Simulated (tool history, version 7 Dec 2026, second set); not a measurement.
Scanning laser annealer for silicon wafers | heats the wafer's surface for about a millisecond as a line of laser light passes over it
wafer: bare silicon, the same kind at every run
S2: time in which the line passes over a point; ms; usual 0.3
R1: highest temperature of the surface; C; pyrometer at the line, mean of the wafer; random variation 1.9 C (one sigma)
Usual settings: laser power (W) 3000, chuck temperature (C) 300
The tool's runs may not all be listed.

run 1 hour=0 | laser_power_(W)=3000 S2=0.3 chuck_temperature_(C)=300 | R1=1092
run 2 hour=33.2 | laser_power_(W)=3000 S2=0.3 chuck_temperature_(C)=300 | R1=1090
run 3 hour=89.4 | laser_power_(W)=3000 S2=0.3 chuck_temperature_(C)=300 | R1=1089
run 4 hour=147 | laser_power_(W)=3000 S2=0.3 chuck_temperature_(C)=300 | R1=1081
run 5 hour=175.4 | laser_power_(W)=3000 S2=0.3 chuck_temperature_(C)=300 | R1=1082
run 6 hour=201.6 | laser_power_(W)=3000 S2=0.3 chuck_temperature_(C)=300 | R1=1082
run 7 hour=230.3 | laser_power_(W)=2995 S2=0.3 chuck_temperature_(C)=300 | R1=1076
run 8 hour=273.9 | laser_power_(W)=2995 S2=0.3 chuck_temperature_(C)=300 | R1=1075
run 9 hour=332.3 | laser_power_(W)=3000 S2=0.363 chuck_temperature_(C)=300 | R1=1148
run 10 hour=366.3 | laser_power_(W)=3000 S2=0.363 chuck_temperature_(C)=300 | R1=1151
-- hour=404.7 window over the wafer cleaned
run 11 hour=424.8 | laser_power_(W)=3000 S2=0.363 chuck_temperature_(C)=300 | R1=1167
run 12 hour=469.7 | laser_power_(W)=3000 S2=0.32 chuck_temperature_(C)=300 | R1=1112
run 13 hour=533.8 | laser_power_(W)=3000 S2=0.32 chuck_temperature_(C)=300 | R1=1105
-- hour=542.3 optics aligned, line set to its width
run 14 hour=577.3 | laser_power_(W)=3000 S2=0.32 chuck_temperature_(C)=300 | R1=1096
run 15 hour=610.2 | laser_power_(W)=3000 S2=0.32 chuck_temperature_(C)=300 | R1=1095
run 16 hour=645.6 | laser_power_(W)=3000 S2=0.3 chuck_temperature_(C)=276 | R1=1046
run 17 hour=675.5 | laser_power_(W)=3000 S2=0.213 chuck_temperature_(C)=300 | R1=942
run 18 hour=702.1 | laser_power_(W)=3000 S2=0.3 chuck_temperature_(C)=300 | R1=1064
run 19 hour=735.2 | laser_power_(W)=3000 S2=0.3 chuck_temperature_(C)=300 | R1=1062
run 20 hour=784.5 | laser_power_(W)=3000 S2=0.3 chuck_temperature_(C)=300 | R1=1055
-- hour=826.4 window over the wafer cleaned
run 21 hour=831 | laser_power_(W)=2668 S2=0.3 chuck_temperature_(C)=317 | R1=996
-- hour=843.2 optics aligned, line set to its width, once more
run 22 hour=886.2 | laser_power_(W)=3159 S2=0.215 chuck_temperature_(C)=323 | R1=1031

The next listed run, before its measurement:
run 23 hour=943.3 | laser_power_(W)=2706 S2=0.3 chuck_temperature_(C)=278 | R1=?

Run 23 gave R1 979 C.
Without the tool's hidden state the same run would have given R1 996 C.
